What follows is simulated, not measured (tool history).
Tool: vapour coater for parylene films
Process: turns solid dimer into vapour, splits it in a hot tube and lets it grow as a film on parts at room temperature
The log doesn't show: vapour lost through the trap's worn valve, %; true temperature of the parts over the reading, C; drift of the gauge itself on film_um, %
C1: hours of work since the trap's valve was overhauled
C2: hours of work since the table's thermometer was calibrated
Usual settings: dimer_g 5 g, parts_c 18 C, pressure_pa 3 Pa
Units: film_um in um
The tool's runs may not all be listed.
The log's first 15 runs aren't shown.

run 16 hour=515.5 | dimer_g=7 parts_c=18 pressure_pa=3 | C1=206 C2=857 | film_um=5
run 17 hour=543.9 | dimer_g=7 parts_c=18 pressure_pa=3 | C1=227 C2=878 | film_um=4.95
run 18 hour=578.6 | dimer_g=7 parts_c=18 pressure_pa=3 | C1=253 C2=904 | film_um=4.97
run 19 hour=621.9 | dimer_g=5 parts_c=18 pressure_pa=3 | C1=286 C2=936 | film_um=3.54
run 20 hour=644.8 | dimer_g=6 parts_c=18 pressure_pa=4.2 | C1=303 C2=954 | film_um=4.02
run 21 hour=670.2 | dimer_g=3 parts_c=22 pressure_pa=7.67 | C1=322 C2=973 | film_um=1.63
run 22 hour=716.6 | dimer_g=3 parts_c=22 pressure_pa=7.67 | C1=357 C2=1007 | film_um=1.6
run 23 hour=744.2 | dimer_g=3 parts_c=20 pressure_pa=2.66 | C1=377 C2=1028 | film_um=2
run 24 hour=786.6 | dimer_g=2 parts_c=20 pressure_pa=7.55 | C1=409 C2=1060 | film_um=1.11
run 25 hour=810.6 | dimer_g=2 parts_c=20 pressure_pa=7.55 | C1=427 C2=1078 | film_um=1.12
run 26 hour=842.7 | dimer_g=8 parts_c=21 pressure_pa=6.54 | C1=451 C2=1102 | film_um=4.44

Run 27 comes next. What will it give?
run 27 hour=885.4 | dimer_g=4 parts_c=23 pressure_pa=2.39 | C1=483 C2=1134 | film_um=?

{"run 27": {"film_um": 2.44}}
Without the tool's hidden state the same run would have given film_um 2.65 um.

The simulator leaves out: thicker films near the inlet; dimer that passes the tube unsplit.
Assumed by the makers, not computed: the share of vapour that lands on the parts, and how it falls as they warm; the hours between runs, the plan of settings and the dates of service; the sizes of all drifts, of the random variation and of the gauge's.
